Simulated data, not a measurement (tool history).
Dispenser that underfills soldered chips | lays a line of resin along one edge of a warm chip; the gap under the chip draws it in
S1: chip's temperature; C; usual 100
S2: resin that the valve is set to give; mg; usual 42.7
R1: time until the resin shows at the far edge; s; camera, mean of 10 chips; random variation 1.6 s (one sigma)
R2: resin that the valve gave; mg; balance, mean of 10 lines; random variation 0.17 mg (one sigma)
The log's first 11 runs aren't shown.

run	hour	S1	S2	R1	R2
12	41.6	100	42.7	184.8	42.16
13	46.8	100	42.7	226.7	41.84
14	49.4	92	42.7	343.9	42.36
15	51.6	92	46.0	377.0	45.56
# hour 52.2: new syringe of resin
16	56.7	105	46.0	161.8	45.07
17	60.9	106	43.4	190.5	42.53
# hour 66.3: new syringe of resin
18	66.5	104	40.9	142.9	40.03
19	71.8	93	39.6	274.8	38.32
20	75.9	93	36.8	326.6	35.94
# hour 80.3: new syringe of resin
21	80.3	93	36.8	217.9	35.56
22	83.3	93	41.7	238.5	40.35
23	87.8	93	41.7	291.5	40.46
# hour 91.4: dispensing valve cleaned and set on the balance
24	93.1	91	42.0	374.0	41.74
# hour 95.5: new syringe of resin
25	96.4	86	53.0	289.9	52.53
26	98.8	102	41.6	175.8	41.29
27	103.9	88	42.6	363.9	42.46
28	107.0	95	50.2	317.6	49.01
# hour 109.7: new syringe of resin
29	110.9	95	50.2	203.4	49.61
30	115.9	99	46.0	212.7	45.46

Forecast each of these 5 alternatives for the next run:
A	119.7	99	47.6	?	?
B	119.7	100	48.8	?	?
C	119.7	90	39.3	?	?
D	119.7	99	38.5	?	?
E	119.7	103	46.2	?	?

run	R1	R2
A	253.1	46.68
B	237.8	47.82
C	359.8	38.57
D	258.6	37.70
E	216.2	45.39
Without the tool's hidden state the same runs would have given:
run	R1	R2
A	163.9	47.55
B	153.9	48.70
C	231.5	39.29
D	167.1	38.40
E	140.0	46.23
